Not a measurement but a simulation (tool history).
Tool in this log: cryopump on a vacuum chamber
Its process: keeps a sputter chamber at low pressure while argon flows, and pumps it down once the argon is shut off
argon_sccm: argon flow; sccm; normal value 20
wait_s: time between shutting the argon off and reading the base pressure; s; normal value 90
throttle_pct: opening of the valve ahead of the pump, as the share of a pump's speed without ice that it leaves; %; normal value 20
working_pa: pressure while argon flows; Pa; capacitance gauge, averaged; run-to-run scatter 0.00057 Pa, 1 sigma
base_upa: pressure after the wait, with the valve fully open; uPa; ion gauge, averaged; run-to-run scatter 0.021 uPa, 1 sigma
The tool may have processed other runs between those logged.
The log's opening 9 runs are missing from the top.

Run 10, day 10.625: usual settings but throttle_pct 18 %. Result: working_pa 0.0768 Pa, base_upa 0.55 uPa.
Run 11, day 12.162: usual settings but throttle_pct 45 %. Result: working_pa 0.0323 Pa, base_upa 0.53 uPa.
Run 12, day 13.704: usual settings but throttle_pct 45 %. Result: working_pa 0.0322 Pa, base_upa 0.54 uPa.
Run 13, day 15.042: usual settings but throttle_pct 45 %. Result: working_pa 0.0325 Pa, base_upa 0.52 uPa.
Run 14, day 15.838: usual settings but throttle_pct 57 %. Result: working_pa 0.0268 Pa, base_upa 0.54 uPa.
Run 15, day 16.767: usual settings. Result: working_pa 0.0709 Pa, base_upa 0.55 uPa.
Run 16, day 18.275: usual settings. Result: working_pa 0.0705 Pa, base_upa 0.55 uPa.
Run 17, day 19.862: usual settings. Result: working_pa 0.0708 Pa, base_upa 0.54 uPa.
Run 18, day 21.096: usual settings but argon_sccm 35 sccm, wait_s 106 s, throttle_pct 17 %. Result: working_pa 0.1439 Pa, base_upa 0.52 uPa.

What will run 19 give?
Run 19, day 21.825: usual settings but argon_sccm 19 sccm, wait_s 164 s, throttle_pct 31 %. Result: working_pa ?, base_upa ?.

working_pa: 0.0448 Pa
base_upa: 0.43 uPa
Without the tool's hidden state the same run would have given working_pa 0.0415 Pa, base_upa 0.24 uPa.

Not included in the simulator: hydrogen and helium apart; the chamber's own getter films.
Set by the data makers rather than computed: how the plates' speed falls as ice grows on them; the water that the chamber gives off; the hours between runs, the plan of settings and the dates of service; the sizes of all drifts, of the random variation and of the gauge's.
